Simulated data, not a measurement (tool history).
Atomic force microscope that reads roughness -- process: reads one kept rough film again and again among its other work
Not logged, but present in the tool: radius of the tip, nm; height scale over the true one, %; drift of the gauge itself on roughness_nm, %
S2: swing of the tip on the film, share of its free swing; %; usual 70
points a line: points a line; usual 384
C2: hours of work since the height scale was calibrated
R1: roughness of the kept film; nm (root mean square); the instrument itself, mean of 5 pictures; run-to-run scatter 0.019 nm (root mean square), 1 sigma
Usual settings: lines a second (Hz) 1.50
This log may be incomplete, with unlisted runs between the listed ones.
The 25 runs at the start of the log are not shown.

Run 26, hour 934.3: usual settings but lines a second (Hz) 0.58, S2 69 %, points a line 490; pictures with this tip 326; C2 62. Result: R1 3.346 nm (root mean square).
At hour 939.4: height scale calibrated on a step standard, once more.
At hour 942.8: new tip fitted.
Run 27, hour 958.5: usual settings but lines a second (Hz) 0.58, S2 80 %, points a line 694; pictures with this tip 32; C2 13. Result: R1 4.567 nm (root mean square).
Run 28, hour 986.3: usual settings but lines a second (Hz) 0.58, S2 80 %, points a line 694; pictures with this tip 90; C2 34. Result: R1 4.326 nm (root mean square).
Run 29, hour 1038.1: usual settings but lines a second (Hz) 0.58, S2 57 %, points a line 277; pictures with this tip 197; C2 71. Result: R1 3.929 nm (root mean square).
Run 30, hour 1083.7: usual settings but lines a second (Hz) 1.46, S2 84 %; pictures with this tip 291; C2 104. Result: R1 3.375 nm (root mean square).
At hour 1107.4: new tip fitted.
Run 31, hour 1124.1: usual settings but lines a second (Hz) 1.46, S2 84 %; pictures with this tip 35; C2 133. Result: R1 4.291 nm (root mean square).
Run 32, hour 1153.8: usual settings but lines a second (Hz) 1.09, S2 55 %; pictures with this tip 96; C2 155. Result: R1 4.307 nm (root mean square).
Run 33, hour 1190.4: usual settings but lines a second (Hz) 1.09, S2 55 %; pictures with this tip 172; C2 181. Result: R1 4.008 nm (root mean square).
Run 34, hour 1213.1: usual settings but lines a second (Hz) 1.09, S2 55 %, points a line 500; pictures with this tip 219; C2 198. Result: R1 3.847 nm (root mean square).
Run 35, hour 1241.0: usual settings but lines a second (Hz) 1.09, S2 55 %, points a line 500; pictures with this tip 276; C2 218. Result: R1 3.660 nm (root mean square).
At hour 1274.0: new tip fitted.
Run 36, hour 1276.3: usual settings but lines a second (Hz) 0.98, S2 81 %, points a line 905; pictures with this tip 4; C2 243. Result: R1 4.609 nm (root mean square).
Run 37, hour 1323.7: usual settings but lines a second (Hz) 1.85; pictures with this tip 103; C2 278. Result: R1 4.100 nm (root mean square).
Run 38, hour 1374.3: usual settings but lines a second (Hz) 1.85; pictures with this tip 207; C2 314. Result: R1 3.721 nm (root mean square).
Run 39, hour 1406.7: usual settings but lines a second (Hz) 2.19, S2 76 %, points a line 784; pictures with this tip 274; C2 338. Result: R1 3.372 nm (root mean square).
Run 40, hour 1435.7: usual settings but lines a second (Hz) 2.19, S2 74 %, points a line 328; pictures with this tip 334; C2 359. Result: R1 3.247 nm (root mean square).
At hour 1438.8: new tip fitted.
Run 41, hour 1475.7: usual settings but points a line 511; pictures with this tip 76; C2 388. Result: R1 4.273 nm (root mean square).
Run 42, hour 1502.1: usual settings but lines a second (Hz) 1.09, S2 66 %; pictures with this tip 131; C2 407. Result: R1 4.077 nm (root mean square).
Run 43, hour 1539.2: usual settings but lines a second (Hz) 1.09, S2 66 %; pictures with this tip 207; C2 434. Result: R1 3.799 nm (root mean square).

What if the next run were any one of these 5? Each begins from the tool's condition after run 43:
Run A, hour 1586.3: usual settings but lines a second (Hz) 3.15, S2 82 %, points a line 728; pictures with this tip 305; C2 468. Result: R1 ?.
Run B, hour 1586.3: usual settings but S2 73 %, points a line 762; pictures with this tip 305; C2 468. Result: R1 ?.
Run C, hour 1586.3: usual settings but lines a second (Hz) 1.09, S2 69 %, points a line 341; pictures with this tip 305; C2 468. Result: R1 ?.
Run D, hour 1586.3: usual settings but lines a second (Hz) 0.75, S2 77 %, points a line 459; pictures with this tip 305; C2 468. Result: R1 ?.
Run E, hour 1586.3: usual settings but lines a second (Hz) 1.09, S2 75 %; pictures with this tip 305; C2 468. Result: R1 ?.

run     R1
  A  3.125
  B  3.473
  C  3.513
  D  3.537
  E  3.444
Without the tool's hidden state the same runs would have given:
run     R1
  A  4.214
  B  4.686
  C  4.737
  D  4.773
  E  4.646
